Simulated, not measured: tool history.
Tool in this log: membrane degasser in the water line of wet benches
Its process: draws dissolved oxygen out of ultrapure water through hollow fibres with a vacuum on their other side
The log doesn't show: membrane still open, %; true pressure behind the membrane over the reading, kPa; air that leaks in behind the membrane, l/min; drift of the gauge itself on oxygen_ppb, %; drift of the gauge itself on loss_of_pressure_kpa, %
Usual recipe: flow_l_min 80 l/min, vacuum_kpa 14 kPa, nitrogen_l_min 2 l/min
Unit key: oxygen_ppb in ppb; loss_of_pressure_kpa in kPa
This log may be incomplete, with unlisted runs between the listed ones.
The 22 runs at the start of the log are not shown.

| run | hour | flow_l_min | vacuum_kpa | nitrogen_l_min | hours since the membrane was changed | hours since the vacuum gauge was calibrated | hours since the vacuum lines were made tight | oxygen_ppb | loss_of_pressure_kpa |
|---|---|---|---|---|---|---|---|---|---|
| 23 | 1277.9 | 103 | 12.1 | 2 | 2242 | 3327 | 3829 | 856.4 | 61.23 |
| 24 | 1342.3 | 56 | 12.1 | 2 | 2306 | 3392 | 3893 | 516.2 | 33.4 |
| 25 | 1406.1 | 80 | 9.1 | 2 | 2370 | 3455 | 3957 | 493.1 | 47.91 |
| 26 | 1484.3 | 80 | 9.1 | 2 | 2448 | 3534 | 4035 | 491 | 47.85 |
| 27 | 1558.9 | 80 | 13.2 | 2.77 | 2523 | 3608 | 4110 | 610.1 | 47.56 |
| 28 | 1636.2 | 110 | 11.3 | 2 | 2600 | 3685 | 4187 | 846.1 | 65.72 |
| 29 | 1706.3 | 110 | 11.3 | 2 | 2670 | 3756 | 4257 | 846.7 | 65.73 |
| 30 | 1745.6 | 110 | 11.3 | 2 | 2710 | 3795 | 4297 | 839 | 65.55 |
| 31 | 1784.9 | 124 | 14 | 2 | 2749 | 3834 | 4336 | 1158.5 | 73.97 |

Forecast each of these 4 alternatives for the next run:
|  | 1851.3 | gauge calibrated |
| A | 1864.4 | 124 | 16.7 | 2 | 2829 | 3914 | 4415 | ? | ? |
|  | 1851.3 | gauge calibrated |
| B | 1864.4 | 53 | 14 | 2.27 | 2829 | 3914 | 4415 | ? | ? |
|  | 1851.3 | gauge calibrated |
| C | 1864.4 | 56 | 19.5 | 2.05 | 2829 | 3914 | 4415 | ? | ? |
|  | 1851.3 | gauge calibrated |
| D | 1864.4 | 52 | 9.1 | 1.07 | 2829 | 3914 | 4415 | ? | ? |

| run | oxygen_ppb | loss_of_pressure_kpa |
|---|---|---|
| A | 1416 | 74.09 |
| B | 538.8 | 31.72 |
| C | 884.1 | 33.34 |
| D | 537.9 | 30.92 |
Without the tool's unlogged condition, the same runs would have read:
| run | oxygen_ppb | loss_of_pressure_kpa |
|---|---|---|
| A | 1415.3 | 74.07 |
| B | 538.3 | 31.71 |
| C | 883.7 | 33.33 |
| D | 537 | 30.91 |
